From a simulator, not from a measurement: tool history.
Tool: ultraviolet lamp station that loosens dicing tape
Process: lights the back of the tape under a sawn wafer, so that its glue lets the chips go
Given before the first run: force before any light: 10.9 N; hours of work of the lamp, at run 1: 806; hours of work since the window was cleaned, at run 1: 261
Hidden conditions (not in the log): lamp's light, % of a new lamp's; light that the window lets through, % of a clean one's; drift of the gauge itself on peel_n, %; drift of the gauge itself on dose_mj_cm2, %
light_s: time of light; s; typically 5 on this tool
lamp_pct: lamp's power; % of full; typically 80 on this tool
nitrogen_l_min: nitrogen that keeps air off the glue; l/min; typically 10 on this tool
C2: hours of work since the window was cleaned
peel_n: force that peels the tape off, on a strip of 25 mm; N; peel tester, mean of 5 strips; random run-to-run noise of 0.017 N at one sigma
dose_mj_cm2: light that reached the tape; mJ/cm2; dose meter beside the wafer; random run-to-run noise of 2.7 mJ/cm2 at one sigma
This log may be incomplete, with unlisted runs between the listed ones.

Run 1, day 0.000: usual settings; hours of work of the lamp 806; C2 261. Result: peel_n 1.889 N, dose_mj_cm2 246 mJ/cm2.
At day 1.750: window cleaned of glue's vapour.
Run 2, day 1.750: usual settings; hours of work of the lamp 832; C2 0. Result: peel_n 1.535 N, dose_mj_cm2 272 mJ/cm2.
Run 3, day 3.467: usual settings but nitrogen_l_min 14 l/min; hours of work of the lamp 859; C2 26. Result: peel_n 1.260 N, dose_mj_cm2 265 mJ/cm2.
Run 4, day 5.558: usual settings but nitrogen_l_min 14 l/min; hours of work of the lamp 890; C2 58. Result: peel_n 1.352 N, dose_mj_cm2 259 mJ/cm2.
Run 5, day 8.362: usual settings but nitrogen_l_min 14 l/min; hours of work of the lamp 933; C2 100. Result: peel_n 1.442 N, dose_mj_cm2 252 mJ/cm2.
Run 6, day 11.308: usual settings; hours of work of the lamp 977; C2 145. Result: peel_n 1.938 N, dose_mj_cm2 239 mJ/cm2.
Run 7, day 14.404: usual settings; hours of work of the lamp 1024; C2 192. Result: peel_n 2.108 N, dose_mj_cm2 229 mJ/cm2.
Run 8, day 17.408: usual settings but nitrogen_l_min 11 l/min; hours of work of the lamp 1070; C2 237. Result: peel_n 2.171 N, dose_mj_cm2 220 mJ/cm2.
Run 9, day 20.579: usual settings but lamp_pct 82 % of full; hours of work of the lamp 1118; C2 285. Result: peel_n 2.395 N, dose_mj_cm2 217 mJ/cm2.
At day 20.746: window cleaned of glue's vapour.
Run 10, day 23.029: usual settings; hours of work of the lamp 1155; C2 35. Result: peel_n 1.971 N, dose_mj_cm2 236 mJ/cm2.
Run 11, day 24.396: usual settings; hours of work of the lamp 1175; C2 55. Result: peel_n 2.089 N, dose_mj_cm2 228 mJ/cm2.
Run 12, day 27.242: usual settings; hours of work of the lamp 1219; C2 98. Result: peel_n 2.280 N, dose_mj_cm2 219 mJ/cm2.
Run 13, day 29.646: usual settings but light_s 4 s; hours of work of the lamp 1255; C2 135. Result: peel_n 3.087 N, dose_mj_cm2 174 mJ/cm2.
Run 14, day 31.450: usual settings but light_s 4 s; hours of work of the lamp 1282; C2 162. Result: peel_n 3.193 N, dose_mj_cm2 168 mJ/cm2.
Run 15, day 33.292: usual settings but light_s 4 s; hours of work of the lamp 1310; C2 190. Result: peel_n 3.360 N, dose_mj_cm2 165 mJ/cm2.
At day 35.875: lamp changed.
Run 16, day 35.875: usual settings but light_s 4 s; hours of work of the lamp 0; C2 229. Result: peel_n 1.781 N, dose_mj_cm2 253 mJ/cm2.
Run 17, day 37.762: usual settings but light_s 4 s; hours of work of the lamp 29; C2 257. Result: peel_n 1.831 N, dose_mj_cm2 251 mJ/cm2.
Run 18, day 39.346: usual settings but light_s 8 s, lamp_pct 66 % of full, nitrogen_l_min 16 l/min; hours of work of the lamp 53; C2 281. Result: peel_n 0.440 N, dose_mj_cm2 402 mJ/cm2.
At day 39.821: window cleaned of glue's vapour.
Run 19, day 42.229: usual settings but light_s 2 s, lamp_pct 77 % of full, nitrogen_l_min 19 l/min; hours of work of the lamp 96; C2 37. Result: peel_n 3.479 N, dose_mj_cm2 133 mJ/cm2.
Run 20, day 43.917: usual settings but light_s 8 s, lamp_pct 68 % of full, nitrogen_l_min 19 l/min; hours of work of the lamp 122; C2 62. Result: peel_n 0.280 N, dose_mj_cm2 456 mJ/cm2.
Run 21, day 46.825: usual settings but light_s 3 s, lamp_pct 68 % of full, nitrogen_l_min 16 l/min; hours of work of the lamp 166; C2 106. Result: peel_n 2.819 N, dose_mj_cm2 165 mJ/cm2.
Run 22, day 49.238: usual settings but light_s 3 s, lamp_pct 68 % of full, nitrogen_l_min 16 l/min; hours of work of the lamp 202; C2 143. Result: peel_n 2.810 N, dose_mj_cm2 161 mJ/cm2.
Run 23, day 51.371: usual settings but light_s 3 s, lamp_pct 68 % of full, nitrogen_l_min 16 l/min; hours of work of the lamp 235; C2 175. Result: peel_n 2.886 N, dose_mj_cm2 155 mJ/cm2.
Run 24, day 53.900: usual settings but light_s 2 s, lamp_pct 63 % of full, nitrogen_l_min 14 l/min; hours of work of the lamp 273; C2 213. Result: peel_n 5.253 N, dose_mj_cm2 96 mJ/cm2.
Run 25, day 55.712: usual settings but light_s 7 s, lamp_pct 75 % of full, nitrogen_l_min 14 l/min; hours of work of the lamp 300; C2 241. Result: peel_n 0.539 N, dose_mj_cm2 384 mJ/cm2.
At day 58.758: window cleaned of glue's vapour.
Run 26, day 58.896: usual settings but lamp_pct 77 % of full; hours of work of the lamp 348; C2 2. Result: peel_n 1.198 N, dose_mj_cm2 313 mJ/cm2.
Run 27, day 61.000: usual settings but lamp_pct 77 % of full; hours of work of the lamp 380; C2 34. Result: peel_n 1.267 N, dose_mj_cm2 297 mJ/cm2.
Run 28, day 64.196: usual settings but light_s 9 s, nitrogen_l_min 9 l/min; hours of work of the lamp 429; C2 82. Result: peel_n 0.328 N, dose_mj_cm2 542 mJ/cm2.

Each row is a separate what-if for the run after 28, all from the same tool condition, not one after another. Results?
Run A, day 65.742: usual settings but light_s 4 s, lamp_pct 87 % of full, nitrogen_l_min 9 l/min; hours of work of the lamp 452; C2 106. Result: peel_n ?, dose_mj_cm2 ?.
Run B, day 65.742: usual settings but light_s 9 s, lamp_pct 64 % of full, nitrogen_l_min 18 l/min; hours of work of the lamp 452; C2 106. Result: peel_n ?, dose_mj_cm2 ?.
Run C, day 65.742: usual settings but light_s 4 s, lamp_pct 87 % of full, nitrogen_l_min 3 l/min; hours of work of the lamp 452; C2 106. Result: peel_n ?, dose_mj_cm2 ?.
Run D, day 65.742: usual settings but light_s 3 s, lamp_pct 61 % of full, nitrogen_l_min 12 l/min; hours of work of the lamp 452; C2 106. Result: peel_n ?, dose_mj_cm2 ?.
Run E, day 65.742: usual settings but light_s 6 s, lamp_pct 92 % of full, nitrogen_l_min 16 l/min; hours of work of the lamp 452; C2 106. Result: peel_n ?, dose_mj_cm2 ?.

run  peel_n  dose_mj_cm2
  A   1.867          253
  B   0.346          420
  C   3.343          252
  D   3.889          134
  E   0.427          405
With no hidden state in the tool, these same runs would have given:
run  peel_n  dose_mj_cm2
  A   1.257          312
  B   0.203          518
  C   2.557          312
  D   3.058          166
  E   0.244          501
